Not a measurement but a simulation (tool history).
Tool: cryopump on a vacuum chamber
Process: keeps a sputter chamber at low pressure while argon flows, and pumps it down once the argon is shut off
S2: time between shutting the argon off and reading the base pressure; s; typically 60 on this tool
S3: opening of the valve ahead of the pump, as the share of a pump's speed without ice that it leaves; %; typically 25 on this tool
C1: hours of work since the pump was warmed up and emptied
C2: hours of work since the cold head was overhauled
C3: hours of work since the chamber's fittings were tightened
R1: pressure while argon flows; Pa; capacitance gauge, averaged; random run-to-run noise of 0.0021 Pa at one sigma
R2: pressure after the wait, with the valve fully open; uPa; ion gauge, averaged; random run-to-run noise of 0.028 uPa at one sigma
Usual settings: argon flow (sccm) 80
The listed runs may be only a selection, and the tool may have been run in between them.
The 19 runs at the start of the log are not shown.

{"run": 20, "hour": 1373.1, "argon flow (sccm)": 90, "S2": 60, "S3": 52, "C1": 390, "C2": 2957, "C3": 1426, "R1": 0.2856, "R2": 1.7}
{"run": 21, "hour": 1460.5, "argon flow (sccm)": 90, "S2": 60, "S3": 52, "C1": 451, "C2": 3017, "C3": 1486, "R1": 0.2861, "R2": 1.73}
{"run": 22, "hour": 1556.6, "argon flow (sccm)": 113, "S2": 88, "S3": 39, "C1": 518, "C2": 3084, "C3": 1553, "R1": 0.4739, "R2": 1.45}
{"run": 23, "hour": 1659.1, "argon flow (sccm)": 63, "S2": 88, "S3": 39, "C1": 589, "C2": 3155, "C3": 1624, "R1": 0.2684, "R2": 1.44}
{"run": 24, "hour": 1710.8, "argon flow (sccm)": 63, "S2": 88, "S3": 39, "C1": 625, "C2": 3191, "C3": 1660, "R1": 0.265, "R2": 1.51}
{"run": 25, "hour": 1795.0, "argon flow (sccm)": 44, "S2": 36, "S3": 54, "C1": 683, "C2": 3250, "C3": 1719, "R1": 0.1422, "R2": 2.44}
{"run": 26, "hour": 1858.0, "argon flow (sccm)": 101, "S2": 53, "S3": 15, "C1": 727, "C2": 3293, "C3": 1762, "R1": 1.0845, "R2": 1.98}
{"run": 27, "hour": 1952.6, "argon flow (sccm)": 63, "S2": 23, "S3": 23, "C1": 793, "C2": 3359, "C3": 1828, "R1": 0.4467, "R2": 3.51}
{"hour": 2009.1, "done": "pump warmed up, emptied and cooled again"}
{"run": 28, "hour": 2053.5, "argon flow (sccm)": 137, "S2": 23, "S3": 23, "C1": 31, "C2": 3426, "C3": 1895, "R1": 0.9367, "R2": 3.46}
{"run": 29, "hour": 2107.1, "argon flow (sccm)": 142, "S2": 60, "S3": 54, "C1": 68, "C2": 3463, "C3": 1932, "R1": 0.4185, "R2": 1.75}
{"run": 30, "hour": 2152.2, "argon flow (sccm)": 142, "S2": 60, "S3": 54, "C1": 99, "C2": 3494, "C3": 1963, "R1": 0.419, "R2": 1.75}
{"run": 31, "hour": 2209.9, "argon flow (sccm)": 57, "S2": 41, "S3": 25, "C1": 140, "C2": 3534, "C3": 2003, "R1": 0.3602, "R2": 2.24}
{"run": 32, "hour": 2280.4, "argon flow (sccm)": 100, "S2": 47, "S3": 25, "C1": 189, "C2": 3583, "C3": 2052, "R1": 0.633, "R2": 2.04}
{"run": 33, "hour": 2376.1, "argon flow (sccm)": 52, "S2": 156, "S3": 41, "C1": 255, "C2": 3650, "C3": 2119, "R1": 0.2048, "R2": 1.24}

5 ways to go on from here, each from the tool as it stands after run 33. What would each give?
{"hour": 2388.2, "done": "leaking fittings of the chamber tightened, without venting"}
{"run": "A", "hour": 2432.3, "argon flow (sccm)": 48, "S2": 60, "S3": 25, "C1": 293, "C2": 3687, "C3": 31, "R1": "?", "R2": "?"}
{"hour": 2388.2, "done": "leaking fittings of the chamber tightened, without venting"}
{"run": "B", "hour": 2432.3, "argon flow (sccm)": 52, "S2": 240, "S3": 36, "C1": 293, "C2": 3687, "C3": 31, "R1": "?", "R2": "?"}
{"hour": 2388.2, "done": "leaking fittings of the chamber tightened, without venting"}
{"run": "C", "hour": 2432.3, "argon flow (sccm)": 57, "S2": 40, "S3": 35, "C1": 293, "C2": 3687, "C3": 31, "R1": "?", "R2": "?"}
{"hour": 2388.2, "done": "leaking fittings of the chamber tightened, without venting"}
{"run": "D", "hour": 2432.3, "argon flow (sccm)": 93, "S2": 43, "S3": 25, "C1": 293, "C2": 3687, "C3": 31, "R1": "?", "R2": "?"}
{"hour": 2388.2, "done": "leaking fittings of the chamber tightened, without venting"}
{"run": "E", "hour": 2432.3, "argon flow (sccm)": 97, "S2": 253, "S3": 19, "C1": 293, "C2": 3687, "C3": 31, "R1": "?", "R2": "?"}

run=A R1=0.3054 R2=1.35
run=B R1=0.2340 R2=0.55
run=C R1=0.2612 R2=1.90
run=D R1=0.5853 R2=1.77
run=E R1=0.8117 R2=0.56
What these runs would have given with no unlogged condition in the tool:
run=A R1=0.2992 R2=1.30
run=B R1=0.2272 R2=0.50
run=C R1=0.2538 R2=1.84
run=D R1=0.5734 R2=1.71
run=E R1=0.7990 R2=0.50
